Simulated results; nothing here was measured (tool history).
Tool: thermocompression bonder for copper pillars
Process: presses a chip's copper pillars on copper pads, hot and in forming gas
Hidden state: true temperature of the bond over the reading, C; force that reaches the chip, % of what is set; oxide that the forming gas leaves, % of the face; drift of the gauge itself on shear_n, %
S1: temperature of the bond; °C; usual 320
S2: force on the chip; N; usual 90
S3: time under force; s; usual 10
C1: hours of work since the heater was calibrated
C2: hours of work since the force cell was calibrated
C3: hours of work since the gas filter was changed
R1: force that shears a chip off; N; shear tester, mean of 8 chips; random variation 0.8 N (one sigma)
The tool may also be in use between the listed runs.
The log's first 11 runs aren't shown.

| run | hour | S1 | S2 | S3 | C1 | C2 | C3 | R1 |
|---|---|---|---|---|---|---|---|---|
| 12 | 167.2 | 320 | 101 | 10 | 298 | 458 | 154 | 64.3 |
| 13 | 178.0 | 320 | 101 | 10 | 304 | 463 | 159 | 64.4 |
| 14 | 188.0 | 320 | 101 | 10 | 309 | 468 | 164 | 63.4 |
| 15 | 203.0 | 320 | 101 | 10 | 316 | 476 | 172 | 64.0 |
| 16 | 213.6 | 320 | 90 | 6 | 322 | 481 | 177 | 50.3 |
| 17 | 229.9 | 320 | 90 | 6 | 330 | 489 | 185 | 49.2 |
| 18 | 243.8 | 320 | 90 | 6 | 337 | 496 | 192 | 50.7 |
| 19 | 258.2 | 320 | 90 | 6 | 344 | 503 | 199 | 48.8 |
| 20 | 277.6 | 297 | 90 | 23 | 354 | 513 | 209 | 57.5 |
| 21 | 298.7 | 301 | 90 | 17 | 364 | 524 | 220 | 55.1 |
| 22 | 314.6 | 303 | 90 | 10 | 372 | 532 | 228 | 48.2 |
| 23 | 327.1 | 320 | 90 | 5 | 379 | 538 | 234 | 45.9 |
|  | 342.0 | forming gas filter changed |
| 24 | 347.2 | 320 | 90 | 5 | 388 | 548 | 3 | 48.8 |
| 25 | 365.9 | 320 | 71 | 7 | 398 | 557 | 12 | 43.7 |
| 26 | 377.5 | 320 | 71 | 7 | 404 | 563 | 18 | 45.4 |
| 27 | 394.7 | 319 | 97 | 30 | 412 | 572 | 27 | 81.1 |
| 28 | 409.4 | 319 | 97 | 30 | 420 | 579 | 34 | 80.8 |
| 29 | 429.0 | 309 | 90 | 10 | 429 | 589 | 44 | 53.6 |
| 30 | 443.4 | 322 | 90 | 10 | 437 | 596 | 51 | 61.6 |
| 31 | 454.2 | 297 | 133 | 10 | 442 | 602 | 56 | 64.1 |
| 32 | 475.0 | 297 | 66 | 11 | 453 | 612 | 67 | 33.8 |
| 33 | 486.9 | 320 | 96 | 11 | 459 | 618 | 73 | 63.2 |
| 34 | 503.6 | 316 | 63 | 14 | 467 | 626 | 81 | 48.4 |
| 35 | 524.5 | 318 | 131 | 14 | 477 | 637 | 92 | 78.0 |
| 36 | 540.5 | 298 | 108 | 10 | 485 | 645 | 100 | 53.1 |

5 ways to go on from here, each from the tool as it stands after run 36. What would each give?
| A | 550.0 | 300 | 75 | 21 | 490 | 650 | 105 | ? |
| B | 550.0 | 338 | 61 | 11 | 490 | 650 | 105 | ? |
| C | 550.0 | 320 | 90 | 9 | 490 | 650 | 105 | ? |
| D | 550.0 | 336 | 57 | 6 | 490 | 650 | 105 | ? |
| E | 550.0 | 321 | 83 | 10 | 490 | 650 | 105 | ? |

| run | R1 |
|---|---|
| A | 51.9 |
| B | 55.7 |
| C | 57.5 |
| D | 40.5 |
| E | 56.8 |
Without the tool's hidden state the same runs would have given:
| run | R1 |
|---|---|
| A | 54.3 |
| B | 58.1 |
| C | 60.0 |
| D | 42.3 |
| E | 59.3 |
